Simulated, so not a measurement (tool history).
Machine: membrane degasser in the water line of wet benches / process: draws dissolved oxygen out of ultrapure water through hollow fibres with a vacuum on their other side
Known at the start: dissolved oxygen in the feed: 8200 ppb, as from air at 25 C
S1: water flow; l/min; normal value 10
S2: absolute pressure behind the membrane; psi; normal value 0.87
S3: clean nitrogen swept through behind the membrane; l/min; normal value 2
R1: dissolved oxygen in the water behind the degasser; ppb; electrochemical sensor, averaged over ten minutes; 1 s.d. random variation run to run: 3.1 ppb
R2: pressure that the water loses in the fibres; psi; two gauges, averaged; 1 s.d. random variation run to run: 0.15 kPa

| run | hour | S1 | S2 | S3 | R1 | R2 |
|---|---|---|---|---|---|---|
| 1 | 0 | 10 | 0.87 | 2 | 304.9 | 4.473 |
|  | 154.8 | seals of the vacuum lines changed |
| 2 | 185.5 | 10 | 0.87 | 2 | 310.6 | 4.487 |
| 3 | 308.2 | 10 | 0.872 | 2 | 312.4 | 4.466 |
| 4 | 398.2 | 10 | 0.872 | 2 | 309.5 | 4.45 |
| 5 | 497.6 | 10 | 0.872 | 2 | 310.2 | 4.441 |
| 6 | 648.9 | 10 | 1.569 | 2 | 368.9 | 4.429 |
| 7 | 846.4 | 10 | 0.87 | 3.05 | 302.8 | 4.427 |
| 8 | 969.4 | 10 | 0.87 | 3.05 | 297.4 | 4.406 |
| 9 | 1127.6 | 10 | 0.87 | 3.05 | 300 | 4.415 |
| 10 | 1227.6 | 10 | 0.87 | 1.41 | 328 | 4.418 |
| 11 | 1379.8 | 10 | 0.87 | 1.41 | 324.3 | 4.393 |
| 12 | 1545.3 | 10 | 0.87 | 1.41 | 322.5 | 4.39 |
| 13 | 1750.5 | 10 | 0.87 | 1.41 | 333.1 | 4.411 |
| 14 | 1927.4 | 8 | 1.516 | 1.11 | 273 | 3.516 |
| 15 | 2041.5 | 8 | 1.516 | 1.11 | 279.6 | 3.526 |
| 16 | 2203.5 | 12 | 2.061 | 3.17 | 512.6 | 5.268 |
| 17 | 2371.8 | 10 | 1.452 | 2.42 | 346 | 4.403 |
| 18 | 2560.5 | 10 | 1.452 | 2.42 | 343.3 | 4.347 |
| 19 | 2718.4 | 10 | 0.87 | 2 | 311.6 | 4.369 |
| 20 | 2886.2 | 11 | 0.627 | 4.98 | 360.1 | 4.801 |
| 21 | 3085.4 | 11 | 0.627 | 4.98 | 352.3 | 4.756 |
| 22 | 3201.8 | 11 | 0.627 | 4.98 | 353.7 | 4.792 |

A few steps of R2 between consecutive runs. Split each: what settings, incoming material and random variation would produce without the hidden state, and what is left over for the hidden state, along with gauge scatter present in only one of the two compared results (measured, and without hidden state):
Unlogged tool condition in this case: membrane still open, %; true pressure behind the membrane over the reading, kPa; air that leaks in behind the membrane, l/min; drift of the gauge itself on oxygen_ppb, %; drift of the gauge itself on loss_of_pressure_kpa, %.
Run 13 -> 14: S1 10 -> 8, S2 0.87 -> 1.516, S3 1.41 -> 1.11. R2 -0.895 psi: hidden state +0.006, all else -0.901.
Run 15 -> 16: S1 8 -> 12, S2 1.516 -> 2.061, S3 1.11 -> 3.17. R2 +1.742 psi: hidden state -0.032, all else +1.774.
Run 19 -> 20: S1 10 -> 11, S2 0.87 -> 0.627, S3 2 -> 4.98. R2 +0.432 psi: hidden state -0.016, all else +0.448.

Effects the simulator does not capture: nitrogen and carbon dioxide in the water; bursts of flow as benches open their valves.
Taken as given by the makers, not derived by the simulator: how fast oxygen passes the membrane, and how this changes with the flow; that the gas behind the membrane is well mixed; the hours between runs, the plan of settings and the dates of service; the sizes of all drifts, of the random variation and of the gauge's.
